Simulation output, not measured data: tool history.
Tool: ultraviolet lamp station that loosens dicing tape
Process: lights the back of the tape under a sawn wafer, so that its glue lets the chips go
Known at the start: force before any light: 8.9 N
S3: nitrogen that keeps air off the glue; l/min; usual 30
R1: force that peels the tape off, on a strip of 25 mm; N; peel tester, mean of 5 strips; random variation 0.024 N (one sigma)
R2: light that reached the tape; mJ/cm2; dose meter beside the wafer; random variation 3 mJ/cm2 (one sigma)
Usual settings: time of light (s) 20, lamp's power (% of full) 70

{"run": 1, "hour": 0.0, "time of light (s)": 20, "lamp's power (% of full)": 70, "S3": 30, "R1": 1.54, "R2": 385}
{"run": 2, "hour": 8.0, "time of light (s)": 20, "lamp's power (% of full)": 70, "S3": 30, "R1": 1.517, "R2": 390}
{"run": 3, "hour": 16.3, "time of light (s)": 20, "lamp's power (% of full)": 67, "S3": 30, "R1": 1.575, "R2": 368}
{"run": 4, "hour": 24.5, "time of light (s)": 20, "lamp's power (% of full)": 67, "S3": 30, "R1": 1.647, "R2": 369}
{"run": 5, "hour": 36.1, "time of light (s)": 20, "lamp's power (% of full)": 67, "S3": 30, "R1": 1.632, "R2": 362}
{"run": 6, "hour": 44.5, "time of light (s)": 21, "lamp's power (% of full)": 70, "S3": 30, "R1": 1.377, "R2": 399}
{"run": 7, "hour": 51.5, "time of light (s)": 21, "lamp's power (% of full)": 70, "S3": 30, "R1": 1.419, "R2": 401}
{"run": 8, "hour": 58.9, "time of light (s)": 21, "lamp's power (% of full)": 68, "S3": 30, "R1": 1.432, "R2": 390}
{"run": 9, "hour": 67.9, "time of light (s)": 21, "lamp's power (% of full)": 68, "S3": 30, "R1": 1.471, "R2": 387}
{"run": 10, "hour": 78.7, "time of light (s)": 21, "lamp's power (% of full)": 68, "S3": 30, "R1": 1.492, "R2": 388}
{"run": 11, "hour": 91.4, "time of light (s)": 21, "lamp's power (% of full)": 68, "S3": 30, "R1": 1.541, "R2": 389}
{"run": 12, "hour": 99.6, "time of light (s)": 21, "lamp's power (% of full)": 68, "S3": 30, "R1": 1.563, "R2": 384}
{"run": 13, "hour": 107.0, "time of light (s)": 20, "lamp's power (% of full)": 70, "S3": 12, "R1": 2.526, "R2": 381}
{"run": 14, "hour": 115.2, "time of light (s)": 20, "lamp's power (% of full)": 70, "S3": 12, "R1": 2.615, "R2": 375}
{"run": 15, "hour": 123.9, "time of light (s)": 20, "lamp's power (% of full)": 70, "S3": 52, "R1": 1.188, "R2": 376}
{"run": 16, "hour": 132.3, "time of light (s)": 20, "lamp's power (% of full)": 70, "S3": 30, "R1": 1.607, "R2": 373}
{"run": 17, "hour": 145.1, "time of light (s)": 20, "lamp's power (% of full)": 70, "S3": 30, "R1": 1.565, "R2": 370}
{"run": 18, "hour": 152.7, "time of light (s)": 20, "lamp's power (% of full)": 63, "S3": 30, "R1": 1.902, "R2": 336}
{"run": 19, "hour": 165.3, "time of light (s)": 12, "lamp's power (% of full)": 63, "S3": 30, "R1": 3.476, "R2": 201}
{"run": 20, "hour": 170.7, "time of light (s)": 32, "lamp's power (% of full)": 63, "S3": 30, "R1": 0.855, "R2": 531}
{"run": 21, "hour": 179.3, "time of light (s)": 32, "lamp's power (% of full)": 63, "S3": 30, "R1": 0.856, "R2": 537}
{"run": 22, "hour": 187.1, "time of light (s)": 29, "lamp's power (% of full)": 70, "S3": 30, "R1": 0.876, "R2": 532}
{"run": 23, "hour": 199.5, "time of light (s)": 24, "lamp's power (% of full)": 77, "S3": 58, "R1": 0.684, "R2": 487}
{"hour": 200.6, "done": "window cleaned of glue's vapour"}
{"run": 24, "hour": 212.2, "time of light (s)": 24, "lamp's power (% of full)": 99, "S3": 32, "R1": 0.652, "R2": 608}
{"run": 25, "hour": 220.4, "time of light (s)": 38, "lamp's power (% of full)": 88, "S3": 17, "R1": 0.534, "R2": 847}
{"hour": 221.8, "done": "window cleaned of glue's vapour, once more"}
{"run": 26, "hour": 232.6, "time of light (s)": 10, "lamp's power (% of full)": 60, "S3": 39, "R1": 3.648, "R2": 168}
{"run": 27, "hour": 239.3, "time of light (s)": 27, "lamp's power (% of full)": 78, "S3": 16, "R1": 1.145, "R2": 585}
{"run": 28, "hour": 245.1, "time of light (s)": 12, "lamp's power (% of full)": 96, "S3": 12, "R1": 3.132, "R2": 322}
{"run": 29, "hour": 255.1, "time of light (s)": 14, "lamp's power (% of full)": 78, "S3": 12, "R1": 3.271, "R2": 302}
{"run": 30, "hour": 268.1, "time of light (s)": 14, "lamp's power (% of full)": 82, "S3": 12, "R1": 3.171, "R2": 319}
{"run": 31, "hour": 277.7, "time of light (s)": 18, "lamp's power (% of full)": 74, "S3": 22, "R1": 1.944, "R2": 368}
{"run": 32, "hour": 290.7, "time of light (s)": 18, "lamp's power (% of full)": 74, "S3": 22, "R1": 1.958, "R2": 364}
{"run": 33, "hour": 303.5, "time of light (s)": 24, "lamp's power (% of full)": 82, "S3": 22, "R1": 1.031, "R2": 542}
{"run": 34, "hour": 311.7, "time of light (s)": 10, "lamp's power (% of full)": 79, "S3": 30, "R1": 3.135, "R2": 215}

Forecast each of these 5 alternatives for the next run:
{"run": "A", "hour": 317.5, "time of light (s)": 10, "lamp's power (% of full)": 89, "S3": 30, "R1": "?", "R2": "?"}
{"run": "B", "hour": 317.5, "time of light (s)": 20, "lamp's power (% of full)": 99, "S3": 38, "R1": "?", "R2": "?"}
{"run": "C", "hour": 317.5, "time of light (s)": 10, "lamp's power (% of full)": 89, "S3": 30, "R1": "?", "R2": "?"}
{"run": "D", "hour": 317.5, "time of light (s)": 37, "lamp's power (% of full)": 64, "S3": 30, "R1": "?", "R2": "?"}
{"run": "E", "hour": 317.5, "time of light (s)": 23, "lamp's power (% of full)": 70, "S3": 14, "R1": "?", "R2": "?"}

run=A R1=2.897 R2=244
run=B R1=0.709 R2=546
run=C R1=2.832 R2=242
run=D R1=0.613 R2=645
run=E R1=2.035 R2=435
Without the tool's hidden state the same runs would have given:
run=A R1=2.403 R2=286
run=B R1=0.524 R2=639
run=C R1=2.348 R2=284
run=D R1=0.458 R2=756
run=E R1=1.603 R2=510
